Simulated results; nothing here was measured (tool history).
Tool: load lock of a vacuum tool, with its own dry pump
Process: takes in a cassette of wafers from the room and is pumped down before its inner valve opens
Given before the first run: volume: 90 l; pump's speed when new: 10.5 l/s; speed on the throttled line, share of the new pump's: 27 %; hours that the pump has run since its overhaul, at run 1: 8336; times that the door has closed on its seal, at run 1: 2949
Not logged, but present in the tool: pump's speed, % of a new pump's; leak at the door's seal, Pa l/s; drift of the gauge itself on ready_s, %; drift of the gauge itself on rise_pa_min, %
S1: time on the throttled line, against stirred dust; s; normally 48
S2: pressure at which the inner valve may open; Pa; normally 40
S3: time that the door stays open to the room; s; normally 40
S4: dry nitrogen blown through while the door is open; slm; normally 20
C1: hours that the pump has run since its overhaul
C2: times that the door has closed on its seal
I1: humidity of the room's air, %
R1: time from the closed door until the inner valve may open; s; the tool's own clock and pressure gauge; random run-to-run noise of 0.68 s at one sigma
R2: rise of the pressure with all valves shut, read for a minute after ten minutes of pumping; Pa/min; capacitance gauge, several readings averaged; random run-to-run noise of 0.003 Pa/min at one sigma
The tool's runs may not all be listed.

Run 1, hour 0: usual settings; C1 8336; C2 2949; I1 46.4. Result: R1 116.9 s, R2 0.037 Pa/min.
Run 2, hour 103.6: usual settings; C1 8439; C2 3065; I1 46.1. Result: R1 117.9 s, R2 0.039 Pa/min.
Run 3, hour 174.8: usual settings; C1 8511; C2 3144; I1 47. Result: R1 118 s, R2 0.043 Pa/min.
Run 4, hour 270.5: usual settings but S3 59 s; C1 8606; C2 3251; I1 43.8. Result: R1 117.6 s, R2 0.045 Pa/min.
Run 5, hour 341: usual settings but S3 59 s; C1 8677; C2 3330; I1 43.6. Result: R1 118.5 s, R2 0.049 Pa/min.
Run 6, hour 458: usual settings but S3 59 s; C1 8794; C2 3460; I1 47.9. Result: R1 117.9 s, R2 0.054 Pa/min.
Run 7, hour 556.9: usual settings but S2 29 Pa; C1 8893; C2 3570; I1 47.2. Result: R1 121.4 s, R2 0.045 Pa/min.
Run 8, hour 626.9: usual settings but S2 29 Pa; C1 8963; C2 3648; I1 45.5. Result: R1 122 s, R2 0.044 Pa/min.
Run 9, hour 694.9: usual settings but S2 29 Pa; C1 9031; C2 3724; I1 41.3. Result: R1 122 s, R2 0.035 Pa/min.
Run 10, hour 743.4: usual settings; C1 9079; C2 3778; I1 43.2. Result: R1 117.4 s, R2 0.042 Pa/min.
Run 11, hour 828.9: usual settings; C1 9165; C2 3874; I1 41.2. Result: R1 118 s, R2 0.045 Pa/min.
Run 12, hour 880.9: usual settings; C1 9217; C2 3932; I1 47.3. Result: R1 119.1 s, R2 0.046 Pa/min.
At hour 910.5: dry pump taken out, an overhauled one fitted.
Run 13, hour 961.6: usual settings; C1 51; C2 4015; I1 48.6. Result: R1 101.5 s, R2 0.046 Pa/min.
Run 14, hour 1056.8: usual settings; C1 146; C2 4121; I1 46.2. Result: R1 103.3 s, R2 0.045 Pa/min.
Run 15, hour 1121.6: usual settings; C1 211; C2 4194; I1 44.2. Result: R1 102.9 s, R2 0.047 Pa/min.
Run 16, hour 1196: usual settings but S4 13 slm; C1 285; C2 4277; I1 50.9. Result: R1 101.7 s, R2 0.056 Pa/min.
Run 17, hour 1304.3: usual settings; C1 394; C2 4397; I1 46.6. Result: R1 102.5 s, R2 0.045 Pa/min.
Run 18, hour 1386.7: usual settings; C1 476; C2 4489; I1 41.9. Result: R1 101.8 s, R2 0.047 Pa/min.
Run 19, hour 1484.2: usual settings but S1 40 s, S2 36 Pa; C1 574; C2 4598; I1 48.4. Result: R1 96.5 s, R2 0.048 Pa/min.
Run 20, hour 1553.5: usual settings but S1 40 s, S2 36 Pa; C1 643; C2 4675; I1 46.6. Result: R1 96.6 s, R2 0.049 Pa/min.
Run 21, hour 1621.6: usual settings but S1 47 s, S2 35 Pa; C1 711; C2 4751; I1 43.9. Result: R1 102 s, R2 0.044 Pa/min.
Run 22, hour 1720.4: usual settings but S1 47 s, S2 35 Pa, S4 16 slm; C1 810; C2 4862; I1 45.6. Result: R1 104.3 s, R2 0.051 Pa/min.
Run 23, hour 1773.2: usual settings but S1 47 s, S2 55 Pa, S3 69 s, S4 4 slm; C1 863; C2 4920; I1 43.9. Result: R1 99.7 s, R2 0.079 Pa/min.
Run 24, hour 1858.5: usual settings but S1 63 s, S3 110 s; C1 948; C2 5016; I1 45.5. Result: R1 114.3 s, R2 0.08 Pa/min.
Run 25, hour 1924.7: usual settings but S2 77 Pa, S3 233 s; C1 1014; C2 5089; I1 40.8. Result: R1 97.5 s, R2 0.101 Pa/min.
Run 26, hour 2004.5: usual settings but S1 40 s, S2 77 Pa, S3 186 s, S4 10 slm; C1 1094; C2 5179; I1 45.1. Result: R1 91.8 s, R2 0.124 Pa/min.
Run 27, hour 2108.4: usual settings but S2 31 Pa, S3 68 s; C1 1198; C2 5294; I1 45.7. Result: R1 104.9 s, R2 0.069 Pa/min.
Run 28, hour 2175.5: usual settings but S2 43 Pa, S3 161 s; C1 1265; C2 5369; I1 44.7. Result: R1 103.5 s, R2 0.1 Pa/min.
Run 29, hour 2264.4: usual settings but S2 62 Pa, S4 24 slm; C1 1354; C2 5468; I1 44.8. Result: R1 100.7 s, R2 0.047 Pa/min.
Run 30, hour 2337.5: usual settings but S2 62 Pa, S4 24 slm; C1 1427; C2 5550; I1 45.5. Result: R1 100.5 s, R2 0.048 Pa/min.
Run 31, hour 2435.3: usual settings but S2 32 Pa, S4 24 slm; C1 1525; C2 5659; I1 44.5. Result: R1 104.7 s, R2 0.051 Pa/min.
Run 32, hour 2551: usual settings but S1 95 s, S2 50 Pa, S3 144 s, S4 5 slm; C1 1641; C2 5788; I1 49.2. Result: R1 135.7 s, R2 0.131 Pa/min.
Run 33, hour 2654.5: usual settings but S1 71 s, S2 50 Pa, S3 67 s, S4 5 slm; C1 1744; C2 5904; I1 44.5. Result: R1 118.3 s, R2 0.082 Pa/min.
Run 34, hour 2747.7: usual settings but S1 71 s, S2 50 Pa, S3 67 s, S4 5 slm; C1 1837; C2 6008; I1 46.8. Result: R1 118.1 s, R2 0.088 Pa/min.
Run 35, hour 2797.9: usual settings but S1 71 s, S2 42 Pa, S3 179 s, S4 25 slm; C1 1887; C2 6064; I1 44.9. Result: R1 120 s, R2 0.1 Pa/min.
Run 36, hour 2860.1: usual settings but S1 71 s, S2 51 Pa, S3 109 s, S4 25 slm; C1 1950; C2 6133; I1 47. Result: R1 119.4 s, R2 0.08 Pa/min.

Predict each of these 5 candidate next runs independently; none follows another, all start after run 36:
Run A, hour 2962.2: usual settings but S1 36 s, S2 51 Pa, S3 109 s, S4 25 slm; C1 2052; C2 6247; I1 45.5. Result: R1 ?, R2 ?.
Run B, hour 2962.2: usual settings but S1 71 s, S2 38 Pa, S3 121 s, S4 25 slm; C1 2052; C2 6247; I1 47.5. Result: R1 ?, R2 ?.
Run C, hour 2962.2: usual settings but S4 10 slm; C1 2052; C2 6247; I1 42.5. Result: R1 ?, R2 ?.
Run D, hour 2962.2: usual settings but S1 66 s, S2 51 Pa, S3 59 s, S4 5 slm; C1 2052; C2 6247; I1 45.3. Result: R1 ?, R2 ?.
Run E, hour 2962.2: usual settings but S1 37 s; C1 2052; C2 6247; I1 44.6. Result: R1 ?, R2 ?.

run     R1     R2
  A   94.6   0.08
  B    122  0.084
  C  105.7  0.064
  D  115.6  0.078
  E   97.1  0.064
Take away the tool's hidden state, keep each run's random variation, and the runs would have read:
run     R1     R2
  A   91.9  0.047
  B  119.7   0.05
  C  102.9  0.031
  D  113.3  0.045
  E   94.3  0.031
